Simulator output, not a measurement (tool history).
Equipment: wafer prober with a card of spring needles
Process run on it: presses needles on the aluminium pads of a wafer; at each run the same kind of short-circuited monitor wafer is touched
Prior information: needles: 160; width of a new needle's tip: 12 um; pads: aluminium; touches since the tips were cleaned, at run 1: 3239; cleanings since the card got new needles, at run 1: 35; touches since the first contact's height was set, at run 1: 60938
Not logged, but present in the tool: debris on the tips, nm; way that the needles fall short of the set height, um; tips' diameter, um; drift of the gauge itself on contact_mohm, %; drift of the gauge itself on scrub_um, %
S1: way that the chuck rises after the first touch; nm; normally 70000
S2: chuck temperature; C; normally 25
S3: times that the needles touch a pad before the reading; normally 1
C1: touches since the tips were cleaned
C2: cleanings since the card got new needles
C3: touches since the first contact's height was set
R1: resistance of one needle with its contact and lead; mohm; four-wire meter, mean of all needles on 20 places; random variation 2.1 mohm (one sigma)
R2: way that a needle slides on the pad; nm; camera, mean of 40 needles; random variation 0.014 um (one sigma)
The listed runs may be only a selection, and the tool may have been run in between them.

run	hour	S1	S2	S3	C1	C2	C3	R1	R2
1	0	70000	25	1	3239	35	60938	237	13920
# hour 1.2: tips cleaned on abrasive film
# hour 8.1: tips cleaned on abrasive film
2	12.3	70000	25	1	2242	37	67422	236	13930
# hour 15.2: tips cleaned on abrasive film
# hour 21.6: tips cleaned on abrasive film
3	21.6	70000	25	1	0	39	72244	237	13930
# hour 28.3: tips cleaned on abrasive film
# hour 35.2: tips cleaned on abrasive film
# hour 36.4: height of the first contact set anew
4	37.8	70000	25	1	1192	41	718	235	13940
# hour 43.1: tips cleaned on abrasive film
# hour 50.7: tips cleaned on abrasive film
5	53.3	70000	25	1	1392	43	8903	234	13950
# hour 57.7: tips cleaned on abrasive film
# hour 64.7: tips cleaned on abrasive film
6	68	70000	25	1	1731	45	16652	239	13970
# hour 72.1: tips cleaned on abrasive film
# hour 78.8: tips cleaned on abrasive film
7	82	70000	25	1	1741	47	24063	235	13940
# hour 86.1: tips cleaned on abrasive film
# hour 93.1: tips cleaned on abrasive film
# hour 99.6: tips cleaned on abrasive film
8	101.2	70000	25	1	855	50	34140	229	13970
# hour 106.5: tips cleaned on abrasive film
9	109.6	70000	25	1	1648	51	38586	238	13970
# hour 113.9: tips cleaned on abrasive film
# hour 121.3: tips cleaned on abrasive film
10	124	70000	25	1	1441	53	46153	236	13970
# hour 128.5: tips cleaned on abrasive film
# hour 135.2: tips cleaned on abrasive film
11	139.3	72000	104	1	2191	55	54243	256	14380
# hour 141.9: tips cleaned on abrasive film
# hour 149.5: tips cleaned on abrasive film
# hour 156.5: tips cleaned on abrasive film
12	158.5	80000	43	2	1062	58	64326	242	16000
# hour 163.9: tips cleaned on abrasive film
# hour 170.5: tips cleaned on abrasive film
13	172.7	80000	111	2	1173	60	71830	254	15980
# hour 178: tips cleaned on abrasive film
14	181.6	78000	25	1	1915	61	76504	234	15610
# hour 184.4: tips cleaned on abrasive film
# hour 189.1: height of the first contact set anew
# hour 192.2: tips cleaned on abrasive film
# hour 199.1: tips cleaned on abrasive film
15	200.4	70000	37	1	705	64	5949	237	14020
# hour 205.9: tips cleaned on abrasive film
# hour 213.1: tips cleaned on abrasive film
# hour 220.2: tips cleaned on abrasive film
16	220.2	70000	89	2	5	67	16335	250	14030
# hour 227.9: tips cleaned on abrasive film
17	232.6	66000	61	2	2546	68	22949	247	13250
# hour 234.3: tips cleaned on abrasive film
# hour 242.1: tips cleaned on abrasive film
# hour 249.8: tips cleaned on abrasive film
18	250.8	66000	61	2	486	71	32466	244	13220
# hour 257.4: tips cleaned on abrasive film
19	262.6	70000	25	2	2774	72	38742	234	14060
# hour 264.5: tips cleaned on abrasive film
# hour 271.1: tips cleaned on abrasive film
20	271.5	70000	25	2	208	74	43379	234	14040

Alternative continuations, all from the tool just after run 20; predict every row:
# hour 277.8: tips cleaned on abrasive film
A	283.4	82000	103	1	2999	75	49682	?	?
# hour 277.8: tips cleaned on abrasive film
B	283.4	70000	43	2	2999	75	49682	?	?
# hour 277.8: tips cleaned on abrasive film
C	283.4	69000	25	1	2999	75	49682	?	?
# hour 277.8: tips cleaned on abrasive film
D	283.4	70000	25	1	2999	75	49682	?	?
# hour 277.8: tips cleaned on abrasive film
E	283.4	70000	110	1	2999	75	49682	?	?

run	R1	R2
A	255	16460
B	243	14050
C	239	13880
D	234	14070
E	257	14060
With the hidden condition removed and each run's random variation left untouched, the same runs would have given:
run	R1	R2
A	254	16290
B	242	13910
C	238	13740
D	234	13930
E	256	13920
